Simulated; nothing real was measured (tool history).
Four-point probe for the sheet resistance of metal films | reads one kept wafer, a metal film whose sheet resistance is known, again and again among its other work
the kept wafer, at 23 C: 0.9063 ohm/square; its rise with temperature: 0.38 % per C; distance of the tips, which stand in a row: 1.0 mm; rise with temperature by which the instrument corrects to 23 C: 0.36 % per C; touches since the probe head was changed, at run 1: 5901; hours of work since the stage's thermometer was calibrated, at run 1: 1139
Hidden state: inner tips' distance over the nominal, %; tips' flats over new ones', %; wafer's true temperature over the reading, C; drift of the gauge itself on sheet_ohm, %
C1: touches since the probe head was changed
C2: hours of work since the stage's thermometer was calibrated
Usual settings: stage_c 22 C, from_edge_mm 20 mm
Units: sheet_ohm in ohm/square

run 1 hour=0.0 | stage_c=22 from_edge_mm=20 | C1=5901 C2=1139 | sheet_ohm=0.911245
run 2 hour=12.1 | stage_c=22 from_edge_mm=20 | C1=6074 C2=1145 | sheet_ohm=0.910839
run 3 hour=24.8 | stage_c=22 from_edge_mm=20 | C1=6254 C2=1152 | sheet_ohm=0.910766
run 4 hour=35.9 | stage_c=22 from_edge_mm=20 | C1=6411 C2=1157 | sheet_ohm=0.911329
run 5 hour=51.0 | stage_c=22 from_edge_mm=20 | C1=6627 C2=1165 | sheet_ohm=0.911048
-- hour=53.2 stage's thermometer calibrated
run 6 hour=63.4 | stage_c=22 from_edge_mm=20 | C1=6795 C2=5 | sheet_ohm=0.910800
run 7 hour=76.0 | stage_c=20 from_edge_mm=20 | C1=6974 C2=11 | sheet_ohm=0.910252
run 8 hour=98.0 | stage_c=20 from_edge_mm=20 | C1=7287 C2=23 | sheet_ohm=0.910139
-- hour=112.0 stage's thermometer calibrated, once more
run 9 hour=115.1 | stage_c=26 from_edge_mm=12 | C1=7522 C2=2 | sheet_ohm=0.915279
run 10 hour=127.5 | stage_c=22 from_edge_mm=54 | C1=7699 C2=8 | sheet_ohm=0.911459
run 11 hour=138.6 | stage_c=35 from_edge_mm=11 | C1=7857 C2=13 | sheet_ohm=0.917540
run 12 hour=164.8 | stage_c=35 from_edge_mm=11 | C1=8229 C2=27 | sheet_ohm=0.917547

Measured less the same run without the tool's hidden state. The same run-to-run variation is in both; the gauge's scatter may not be:
run=1 sheet_ohm=+0.003794
run=2 sheet_ohm=+0.003798
run=3 sheet_ohm=+0.003806
run=4 sheet_ohm=+0.003813
run=5 sheet_ohm=+0.003819
run=6 sheet_ohm=+0.003327
run=7 sheet_ohm=+0.003316
run=8 sheet_ohm=+0.003326
run=9 sheet_ohm=+0.005281
run=10 sheet_ohm=+0.005265
run=11 sheet_ohm=+0.005310
run=12 sheet_ohm=+0.005323
